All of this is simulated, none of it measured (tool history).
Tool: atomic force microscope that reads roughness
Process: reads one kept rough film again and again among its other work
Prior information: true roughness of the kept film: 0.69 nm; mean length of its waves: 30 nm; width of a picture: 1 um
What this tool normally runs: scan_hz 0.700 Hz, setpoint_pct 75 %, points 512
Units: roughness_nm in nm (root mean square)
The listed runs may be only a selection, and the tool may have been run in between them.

Run 1, hour 0.0: usual settings. Result: roughness_nm 0.633 nm (root mean square).
Run 2, hour 11.3: usual settings. Result: roughness_nm 0.632 nm (root mean square).
Run 3, hour 18.6: usual settings. Result: roughness_nm 0.635 nm (root mean square).
Run 4, hour 25.0: usual settings. Result: roughness_nm 0.635 nm (root mean square).
Run 5, hour 34.6: usual settings. Result: roughness_nm 0.633 nm (root mean square).
Run 6, hour 48.4: usual settings. Result: roughness_nm 0.626 nm (root mean square).
Run 7, hour 58.9: usual settings. Result: roughness_nm 0.629 nm (root mean square).
Run 8, hour 70.2: usual settings. Result: roughness_nm 0.623 nm (root mean square).
Run 9, hour 82.7: usual settings. Result: roughness_nm 0.626 nm (root mean square).
At hour 91.1: new tip fitted.
Run 10, hour 96.4: usual settings but scan_hz 2.802 Hz. Result: roughness_nm 0.588 nm (root mean square).
Run 11, hour 102.9: usual settings. Result: roughness_nm 0.648 nm (root mean square).
Run 12, hour 116.5: usual settings. Result: roughness_nm 0.644 nm (root mean square).
Run 13, hour 124.7: usual settings. Result: roughness_nm 0.638 nm (root mean square).
Run 14, hour 131.5: usual settings. Result: roughness_nm 0.639 nm (root mean square).
Run 15, hour 138.5: usual settings. Result: roughness_nm 0.638 nm (root mean square).
Run 16, hour 150.0: usual settings but scan_hz 1.974 Hz, setpoint_pct 85 %, points 361. Result: roughness_nm 0.567 nm (root mean square).
Run 17, hour 157.2: usual settings but scan_hz 1.974 Hz, setpoint_pct 85 %, points 361. Result: roughness_nm 0.560 nm (root mean square).
Run 18, hour 167.0: usual settings but setpoint_pct 59 %, points 826. Result: roughness_nm 0.654 nm (root mean square).
Run 19, hour 178.8: usual settings but setpoint_pct 59 %, points 826. Result: roughness_nm 0.643 nm (root mean square).
Run 20, hour 190.2: usual settings but scan_hz 0.589 Hz, setpoint_pct 76 %, points 410. Result: roughness_nm 0.632 nm (root mean square).
Run 21, hour 200.4: usual settings but scan_hz 1.281 Hz, setpoint_pct 58 %, points 595. Result: roughness_nm 0.638 nm (root mean square).
Run 22, hour 208.0: usual settings but scan_hz 0.517 Hz, setpoint_pct 88 %, points 534. Result: roughness_nm 0.618 nm (root mean square).

Estimate the outcome of run 23 from the log above:
Run 23, hour 214.7: usual settings but scan_hz 2.605 Hz, setpoint_pct 55 %, points 717. Result: roughness_nm ?.

Run 23 gave roughness_nm 0.628 nm (root mean square).
Take away the tool's hidden state, keep the run-to-run variation as it was, and the same run would have given roughness_nm 0.651 nm (root mean square).
